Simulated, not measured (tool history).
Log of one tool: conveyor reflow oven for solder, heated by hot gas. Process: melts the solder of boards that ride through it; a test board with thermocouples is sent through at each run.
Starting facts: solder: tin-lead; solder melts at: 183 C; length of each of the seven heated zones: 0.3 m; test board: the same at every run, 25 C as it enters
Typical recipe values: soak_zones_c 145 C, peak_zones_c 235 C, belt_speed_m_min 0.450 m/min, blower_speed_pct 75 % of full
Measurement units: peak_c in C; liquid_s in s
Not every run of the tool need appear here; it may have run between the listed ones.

run 1 hour=0.0 | soak_zones_c=145 peak_zones_c=235 belt_speed_m_min=0.450 blower_speed_pct=75 | peak_c=224.4 liquid_s=68.7
run 2 hour=72.8 | soak_zones_c=145 peak_zones_c=235 belt_speed_m_min=0.450 blower_speed_pct=75 | peak_c=224.9 liquid_s=68.6
run 3 hour=111.6 | soak_zones_c=145 peak_zones_c=235 belt_speed_m_min=0.450 blower_speed_pct=75 | peak_c=224.2 liquid_s=69.1
run 4 hour=165.3 | soak_zones_c=145 peak_zones_c=235 belt_speed_m_min=0.450 blower_speed_pct=75 | peak_c=224.1 liquid_s=69.1
run 5 hour=227.8 | soak_zones_c=144 peak_zones_c=235 belt_speed_m_min=0.450 blower_speed_pct=75 | peak_c=224.2 liquid_s=68.6
run 6 hour=291.4 | soak_zones_c=145 peak_zones_c=235 belt_speed_m_min=0.450 blower_speed_pct=75 | peak_c=224.7 liquid_s=68.5
run 7 hour=380.3 | soak_zones_c=145 peak_zones_c=235 belt_speed_m_min=0.450 blower_speed_pct=65 | peak_c=221.8 liquid_s=67.4
run 8 hour=431.5 | soak_zones_c=145 peak_zones_c=235 belt_speed_m_min=0.450 blower_speed_pct=65 | peak_c=222.8 liquid_s=67.2
run 9 hour=476.8 | soak_zones_c=145 peak_zones_c=235 belt_speed_m_min=0.450 blower_speed_pct=65 | peak_c=222.2 liquid_s=66.9
run 10 hour=515.8 | soak_zones_c=141 peak_zones_c=247 belt_speed_m_min=0.374 blower_speed_pct=88 | peak_c=241.8 liquid_s=91.2
run 11 hour=587.5 | soak_zones_c=145 peak_zones_c=231 belt_speed_m_min=0.450 blower_speed_pct=74 | peak_c=220.5 liquid_s=66.0
run 12 hour=635.5 | soak_zones_c=145 peak_zones_c=225 belt_speed_m_min=0.450 blower_speed_pct=89 | peak_c=216.7 liquid_s=65.3
run 13 hour=707.1 | soak_zones_c=141 peak_zones_c=235 belt_speed_m_min=0.439 blower_speed_pct=85 | peak_c=226.1 liquid_s=70.3
run 14 hour=795.8 | soak_zones_c=139 peak_zones_c=247 belt_speed_m_min=0.493 blower_speed_pct=85 | peak_c=234.2 liquid_s=65.7
run 15 hour=878.7 | soak_zones_c=144 peak_zones_c=243 belt_speed_m_min=0.416 blower_speed_pct=75 | peak_c=234.3 liquid_s=79.1
run 16 hour=940.3 | soak_zones_c=145 peak_zones_c=235 belt_speed_m_min=0.450 blower_speed_pct=86 | peak_c=226.3 liquid_s=70.1

Not shown: 3 entries that the log had between the listed runs. Between which runs, and how does the tool's hidden state differ before and after?
Logged between run 6 and run 7: flux residue cleaned out of gas plates and filters (hour 353.5)
  heat that the gas passes to the board, % of a clean oven's: 99.8 -> 100; true gas temperature in zones 6 and 7 over the reading, C: -0.12 -> -0.13
Logged between run 12 and run 13: flux residue cleaned out of gas plates and filters (hour 707.1)
  heat that the gas passes to the board, % of a clean oven's: 99.8 -> 100
Logged between run 13 and run 14: thermocouples of zones 6 and 7 changed (hour 750.6)
  heat that the gas passes to the board, % of a clean oven's: 100 -> 99.9; belt's true speed, % of the reading: 99.97 -> 99.96; true gas temperature in zones 6 and 7 over the reading, C: -0.15 -> 0.01

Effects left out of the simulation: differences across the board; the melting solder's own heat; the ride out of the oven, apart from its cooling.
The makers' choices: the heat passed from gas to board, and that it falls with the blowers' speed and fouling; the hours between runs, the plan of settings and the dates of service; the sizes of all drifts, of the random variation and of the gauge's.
